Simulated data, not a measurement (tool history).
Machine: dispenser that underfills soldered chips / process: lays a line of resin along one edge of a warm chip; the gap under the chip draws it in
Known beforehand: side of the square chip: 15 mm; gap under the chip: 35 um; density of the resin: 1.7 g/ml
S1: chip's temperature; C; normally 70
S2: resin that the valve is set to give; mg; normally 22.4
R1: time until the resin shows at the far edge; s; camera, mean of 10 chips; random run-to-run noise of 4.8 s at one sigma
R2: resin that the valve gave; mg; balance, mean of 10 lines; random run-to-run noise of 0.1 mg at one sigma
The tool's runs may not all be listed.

run,hour,S1,S2,R1,R2
1,0,70,22.4,764.4,21.51
2,6.5,70,22.4,575.2,21.24
3,12,70,22.4,798.2,21.15
4,22.6,70,22.4,738.1,20.95
5,28.6,70,19.8,519.4,18.39
6,33.2,70,19.8,697.8,18.55
7,44.9,79,28.5,416.4,28.47
8,50.8,65,19.2,1203.8,19.32
9,60.6,70,23.9,791.9,23.81
10,70.1,81,23.9,412,23.55

Missing from the log above: 7 entries noted between runs. For each, name the pair of listed runs it sits between and say how the tool's hidden condition differs from the listed run just before to the listed run just after:
Between runs 1 and 2: new syringe of resin (hour 3.5)
  resin's viscosity, % of fresh resin's: 162.9 -> 119.1; dose that the valve gives, % of what is set: 94.79 -> 94.52; true chip temperature over the reading, C: 0.37 -> 0.4
  what was measured, less what the result would be without the hidden state, R1: +289.4 -> +86 s; R2: -1.17 -> -1.24 mg
Between runs 3 and 4: new syringe of resin (hour 15.5)
  resin's viscosity, % of fresh resin's: 169 -> 153.6; dose that the valve gives, % of what is set: 94.27 -> 93.84; true chip temperature over the reading, C: 0.42 -> 0.46
  what was measured, less what the result would be without the hidden state, R1: +319.6 -> +250.3 s; R2: -1.29 -> -1.38 mg
Between runs 4 and 5: new syringe of resin (hour 27.1)
  resin's viscosity, % of fresh resin's: 153.6 -> 109.2; dose that the valve gives, % of what is set: 93.84 -> 93.56; true chip temperature over the reading, C: 0.46 -> 0.48
  what was measured, less what the result would be without the hidden state, R1: +250.3 -> +39.3 s; R2: -1.38 -> -1.26 mg
Between runs 6 and 7: dispensing valve cleaned and set on the balance (hour 38.8); new syringe of resin (hour 39.9)
  resin's viscosity, % of fresh resin's: 145.4 -> 137.7; dose that the valve gives, % of what is set: 93.39 -> 99.95; true chip temperature over the reading, C: 0.5 -> 0.55
  what was measured, less what the result would be without the hidden state, R1: +213.2 -> +106.8 s; R2: -1.31 -> -0.01 mg
Between runs 8 and 9: new syringe of resin (hour 52.1)
  resin's viscosity, % of fresh resin's: 199.9 -> 170.2; dose that the valve gives, % of what is set: 99.71 -> 99.33; true chip temperature over the reading, C: 0.57 -> 0.6
  what was measured, less what the result would be without the hidden state, R1: +585.5 -> +313.8 s; R2: -0.05 -> -0.16 mg
Between runs 9 and 10: new syringe of resin (hour 64)
  resin's viscosity, % of fresh resin's: 170.2 -> 146.9; dose that the valve gives, % of what is set: 99.33 -> 98.91; true chip temperature over the reading, C: 0.6 -> 0.64
  what was measured, less what the result would be without the hidden state, R1: +313.8 -> +123.8 s; R2: -0.16 -> -0.26 mg
